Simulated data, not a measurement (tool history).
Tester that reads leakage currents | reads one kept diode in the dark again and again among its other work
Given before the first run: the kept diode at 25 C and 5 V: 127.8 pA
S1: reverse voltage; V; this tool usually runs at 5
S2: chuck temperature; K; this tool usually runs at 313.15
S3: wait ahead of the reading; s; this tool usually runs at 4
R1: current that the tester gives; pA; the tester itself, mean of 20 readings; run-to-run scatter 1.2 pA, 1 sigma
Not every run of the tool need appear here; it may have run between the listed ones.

run      day    S1      S2    S3       R1
  1        0     5  313.15     4   434.46
  2    3.838     5  313.15     4    433.9
  3    8.271     5  313.15     4   436.64
  4   12.375  1.83  313.15     4   264.97
  5   16.804  1.83  313.15     4   266.21
      19.375  -- probe card cleaned and baked
  6   19.892     5  313.15  2.64   434.19
  7   23.621     5  313.15  2.64   435.31
  8   27.029  4.23  313.15     4   401.94
  9   29.217  4.23  313.15     4   402.31
 10   34.067     5  305.15     4    241.8
 11   37.338     5  305.15     4   242.09
 12   39.858     5  313.15  3.96   441.61
 13   43.012     5  313.15  1.29   443.38
 14   47.367     5  313.15  1.29   444.42
 15   50.925     5  293.15     4    95.08
 16   53.971     5  314.15     4   481.35
 17   56.188     5  314.15     4   481.93
 18   59.871     5  297.15     4   133.01
      60.942  -- chuck's temperature calibrated
 19   64.058  4.07  297.15     4   110.89
 20   66.275  1.88  313.15     4   256.56
 21   69.242  5.42  332.15  0.37  1619.73
 22   71.471  5.42  332.15  0.37  1626.88
 23    75.05  2.08  300.15   1.7   101.29
 24   79.796  9.52  299.15  0.87   203.86
 25   84.412  9.52  299.15  0.87    206.9
 26   89.308  1.76  310.15  0.54   204.38
 27   91.508  3.63  307.15  5.64    231.9
 28   94.179  7.31  307.15  5.64   330.45
 29   97.925     5  320.15  0.82   705.86
 30  102.417  1.87  314.15  0.72   284.32
 31  104.629  1.87  314.15  0.72   283.55
 32  107.138  4.51  298.15  9.19   132.07
 33    112.2  4.51  298.15  9.19   132.79
 34  116.829  4.51  298.15  9.19   133.95
 35  121.367  3.14  303.15  4.04   163.96
 36  124.104  3.14  303.15  4.04   165.29
       126.4  -- tester calibrated
 37  126.808  4.52  293.15  0.72    89.47
 38   131.75  4.52  293.15  0.72     90.7
 39  134.854  4.52  293.15  0.72     91.2
 40  138.062  4.52  293.15  0.72    91.42

Forecast each of these 4 alternatives for the next run:
  A  142.421  6.57  307.15  3.07   ?
  B  142.421  1.29  314.15  1.42   ?
  C  142.421  2.04  313.15     4   ?
  D  142.421  3.13  293.15  2.26   ?

run      R1
  A  320.99
  B  235.76
  C  276.65
  D   75.43
Had the tool no hidden state, the same runs would have come out as:
run      R1
  A  297.02
  B  221.92
  C  259.82
  D   67.99
